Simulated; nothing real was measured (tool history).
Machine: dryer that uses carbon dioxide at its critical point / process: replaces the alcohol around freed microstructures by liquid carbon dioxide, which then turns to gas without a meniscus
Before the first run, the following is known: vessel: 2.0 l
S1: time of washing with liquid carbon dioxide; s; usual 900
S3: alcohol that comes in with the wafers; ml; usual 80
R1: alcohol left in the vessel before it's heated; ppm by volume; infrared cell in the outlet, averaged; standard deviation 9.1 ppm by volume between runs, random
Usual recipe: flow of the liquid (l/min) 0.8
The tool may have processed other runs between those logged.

{"run": 1, "hour": 0.0, "S1": 900, "flow of the liquid (l/min)": 0.8, "S3": 80, "R1": 617}
{"run": 2, "hour": 8.6, "S1": 900, "flow of the liquid (l/min)": 0.8, "S3": 80, "R1": 635}
{"run": 3, "hour": 18.4, "S1": 900, "flow of the liquid (l/min)": 0.8, "S3": 80, "R1": 636}
{"run": 4, "hour": 29.6, "S1": 900, "flow of the liquid (l/min)": 0.8, "S3": 80, "R1": 659}
{"run": 5, "hour": 38.5, "S1": 900, "flow of the liquid (l/min)": 0.8, "S3": 48, "R1": 396}
{"run": 6, "hour": 46.7, "S1": 900, "flow of the liquid (l/min)": 1.009, "S3": 80, "R1": 224}
{"run": 7, "hour": 60.2, "S1": 600, "flow of the liquid (l/min)": 0.8, "S3": 80, "R1": 2529}
{"run": 8, "hour": 70.1, "S1": 600, "flow of the liquid (l/min)": 0.8, "S3": 80, "R1": 2563}
{"run": 9, "hour": 80.2, "S1": 600, "flow of the liquid (l/min)": 0.8, "S3": 80, "R1": 2616}
{"run": 10, "hour": 88.6, "S1": 600, "flow of the liquid (l/min)": 0.8, "S3": 80, "R1": 2669}
{"run": 11, "hour": 101.6, "S1": 720, "flow of the liquid (l/min)": 0.8, "S3": 80, "R1": 1574}
{"run": 12, "hour": 109.0, "S1": 900, "flow of the liquid (l/min)": 0.8, "S3": 80, "R1": 719}
{"run": 13, "hour": 122.5, "S1": 900, "flow of the liquid (l/min)": 0.8, "S3": 80, "R1": 723}
{"run": 14, "hour": 128.4, "S1": 900, "flow of the liquid (l/min)": 0.8, "S3": 80, "R1": 716}
{"run": 15, "hour": 134.1, "S1": 900, "flow of the liquid (l/min)": 0.8, "S3": 80, "R1": 739}
{"run": 16, "hour": 142.5, "S1": 900, "flow of the liquid (l/min)": 0.8, "S3": 80, "R1": 761}
{"run": 17, "hour": 151.2, "S1": 900, "flow of the liquid (l/min)": 0.754, "S3": 80, "R1": 952}
{"run": 18, "hour": 164.2, "S1": 900, "flow of the liquid (l/min)": 0.754, "S3": 80, "R1": 949}
{"run": 19, "hour": 175.0, "S1": 1080, "flow of the liquid (l/min)": 0.678, "S3": 80, "R1": 741}
{"run": 20, "hour": 181.3, "S1": 1080, "flow of the liquid (l/min)": 0.678, "S3": 80, "R1": 751}
{"run": 21, "hour": 187.3, "S1": 900, "flow of the liquid (l/min)": 0.614, "S3": 80, "R1": 2037}
{"run": 22, "hour": 200.9, "S1": 540, "flow of the liquid (l/min)": 1.204, "S3": 32, "R1": 451}
{"run": 23, "hour": 208.5, "S1": 540, "flow of the liquid (l/min)": 1.204, "S3": 32, "R1": 446}
{"run": 24, "hour": 222.4, "S1": 660, "flow of the liquid (l/min)": 0.608, "S3": 24, "R1": 1411}
{"run": 25, "hour": 235.4, "S1": 1380, "flow of the liquid (l/min)": 0.755, "S3": 20, "R1": 59}
{"run": 26, "hour": 243.6, "S1": 1380, "flow of the liquid (l/min)": 0.755, "S3": 20, "R1": 67}
{"run": 27, "hour": 252.3, "S1": 660, "flow of the liquid (l/min)": 1.023, "S3": 43, "R1": 568}
{"run": 28, "hour": 259.9, "S1": 960, "flow of the liquid (l/min)": 0.555, "S3": 80, "R1": 2453}
{"run": 29, "hour": 272.4, "S1": 960, "flow of the liquid (l/min)": 0.555, "S3": 80, "R1": 2465}
{"run": 30, "hour": 284.7, "S1": 960, "flow of the liquid (l/min)": 0.555, "S3": 80, "R1": 2500}
{"run": 31, "hour": 292.0, "S1": 960, "flow of the liquid (l/min)": 0.555, "S3": 80, "R1": 2497}
{"run": 32, "hour": 303.6, "S1": 900, "flow of the liquid (l/min)": 0.609, "S3": 106, "R1": 3092}
{"run": 33, "hour": 310.2, "S1": 900, "flow of the liquid (l/min)": 0.609, "S3": 106, "R1": 3042}
{"run": 34, "hour": 316.6, "S1": 900, "flow of the liquid (l/min)": 0.54, "S3": 28, "R1": 1169}
{"run": 35, "hour": 322.9, "S1": 900, "flow of the liquid (l/min)": 0.662, "S3": 117, "R1": 2654}

3 options for the next run, each taken on its own from the tool as it stands now. Forecast them:
{"run": "A", "hour": 336.3, "S1": 1020, "flow of the liquid (l/min)": 0.662, "S3": 99, "R1": "?"}
{"run": "B", "hour": 336.3, "S1": 840, "flow of the liquid (l/min)": 0.662, "S3": 69, "R1": "?"}
{"run": "C", "hour": 336.3, "S1": 1320, "flow of the liquid (l/min)": 1.331, "S3": 25, "R1": "?"}

run=A R1=1547
run=B R1=1950
run=C R1=38
The same runs, with their run-to-run variation unchanged, on a tool lacking any hidden condition would have given:
run=A R1=876
run=B R1=1216
run=C R1=10
